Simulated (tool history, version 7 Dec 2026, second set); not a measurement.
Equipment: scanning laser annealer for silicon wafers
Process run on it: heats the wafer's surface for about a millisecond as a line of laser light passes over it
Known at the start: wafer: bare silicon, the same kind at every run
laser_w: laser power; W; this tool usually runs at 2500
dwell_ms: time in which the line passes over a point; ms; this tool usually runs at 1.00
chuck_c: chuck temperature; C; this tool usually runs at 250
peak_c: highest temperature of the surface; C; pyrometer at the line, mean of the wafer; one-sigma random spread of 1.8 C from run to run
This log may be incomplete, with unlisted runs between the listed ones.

run,hour,laser_w,dwell_ms,chuck_c,peak_c
1,0.0,2500,1.00,250,1002
2,53.5,2500,1.00,250,997
3,124.2,2500,1.00,250,997
4,171.6,2500,1.00,250,996
5,222.7,2500,1.24,250,1071
6,282.5,2684,1.24,250,1149
7,328.3,2684,1.24,250,1151
8,380.2,2525,0.85,245,931
9,438.9,2525,1.08,267,1034
10,483.1,2571,1.00,254,1013
# hour 491.7: laser's power meter calibrated
# hour 532.2: window over the wafer cleaned
11,553.7,2571,1.00,254,1065
12,614.6,2500,1.13,246,1073
13,684.9,2500,1.13,246,1069
14,719.3,2429,0.82,222,901

Forecast each of these 5 alternatives for the next run:
# hour 727.5: laser's power meter calibrated, once more
A,783.9,2436,1.00,250,?
# hour 727.5: laser's power meter calibrated, once more
B,783.9,2350,0.85,213,?
# hour 727.5: laser's power meter calibrated, once more
C,783.9,2582,1.01,245,?
# hour 727.5: laser's power meter calibrated, once more
D,783.9,2500,1.00,226,?
# hour 727.5: laser's power meter calibrated, once more
E,783.9,2451,1.00,263,?

run,peak_c
A,982
B,856
C,1039
D,984
E,1004
The same runs, with their run-to-run variation unchanged, on a tool lacking any hidden condition would have given:
run,peak_c
A,998
B,870
C,1057
D,1001
E,1020
